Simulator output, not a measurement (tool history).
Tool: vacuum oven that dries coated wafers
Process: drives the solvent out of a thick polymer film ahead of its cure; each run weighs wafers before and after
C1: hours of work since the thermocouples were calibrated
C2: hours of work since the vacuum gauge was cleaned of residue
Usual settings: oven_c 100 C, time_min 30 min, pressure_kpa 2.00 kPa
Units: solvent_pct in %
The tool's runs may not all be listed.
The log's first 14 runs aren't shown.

{"run": 15, "day": 23.154, "oven_c": 100, "time_min": 30, "pressure_kpa": 2.0, "C1": 45, "C2": 1929, "solvent_pct": 2.46}
{"run": 16, "day": 24.942, "oven_c": 100, "time_min": 19, "pressure_kpa": 2.0, "C1": 74, "C2": 1958, "solvent_pct": 4.2}
{"run": 17, "day": 26.775, "oven_c": 100, "time_min": 30, "pressure_kpa": 6.18, "C1": 104, "C2": 1988, "solvent_pct": 4.0}
{"run": 18, "day": 28.829, "oven_c": 100, "time_min": 30, "pressure_kpa": 6.18, "C1": 137, "C2": 2021, "solvent_pct": 3.99}
{"day": 29.362, "done": "vacuum gauge cleaned of residue and calibrated"}
{"run": 19, "day": 30.521, "oven_c": 100, "time_min": 29, "pressure_kpa": 2.0, "C1": 164, "C2": 19, "solvent_pct": 2.29}
{"run": 20, "day": 32.871, "oven_c": 100, "time_min": 29, "pressure_kpa": 2.0, "C1": 202, "C2": 57, "solvent_pct": 2.31}
{"run": 21, "day": 35.208, "oven_c": 92, "time_min": 20, "pressure_kpa": 1.4, "C1": 241, "C2": 95, "solvent_pct": 6.0}
{"run": 22, "day": 37.421, "oven_c": 108, "time_min": 39, "pressure_kpa": 3.14, "C1": 277, "C2": 132, "solvent_pct": 1.09}
{"run": 23, "day": 39.804, "oven_c": 108, "time_min": 39, "pressure_kpa": 3.14, "C1": 316, "C2": 170, "solvent_pct": 1.1}
{"run": 24, "day": 42.167, "oven_c": 92, "time_min": 20, "pressure_kpa": 1.85, "C1": 354, "C2": 209, "solvent_pct": 6.14}
{"run": 25, "day": 43.312, "oven_c": 99, "time_min": 28, "pressure_kpa": 2.51, "C1": 373, "C2": 228, "solvent_pct": 2.93}
{"run": 26, "day": 45.875, "oven_c": 98, "time_min": 49, "pressure_kpa": 2.51, "C1": 415, "C2": 270, "solvent_pct": 1.65}
{"run": 27, "day": 47.488, "oven_c": 90, "time_min": 34, "pressure_kpa": 1.61, "C1": 441, "C2": 296, "solvent_pct": 4.34}
{"run": 28, "day": 48.779, "oven_c": 90, "time_min": 34, "pressure_kpa": 1.61, "C1": 462, "C2": 317, "solvent_pct": 4.38}

Forecast run 29:
{"run": 29, "day": 50.188, "oven_c": 90, "time_min": 34, "pressure_kpa": 1.61, "C1": 485, "C2": 340, "solvent_pct": "?"}

solvent_pct: 4.41 %
Without the tool's hidden state the same run would have given solvent_pct 4.22 %.

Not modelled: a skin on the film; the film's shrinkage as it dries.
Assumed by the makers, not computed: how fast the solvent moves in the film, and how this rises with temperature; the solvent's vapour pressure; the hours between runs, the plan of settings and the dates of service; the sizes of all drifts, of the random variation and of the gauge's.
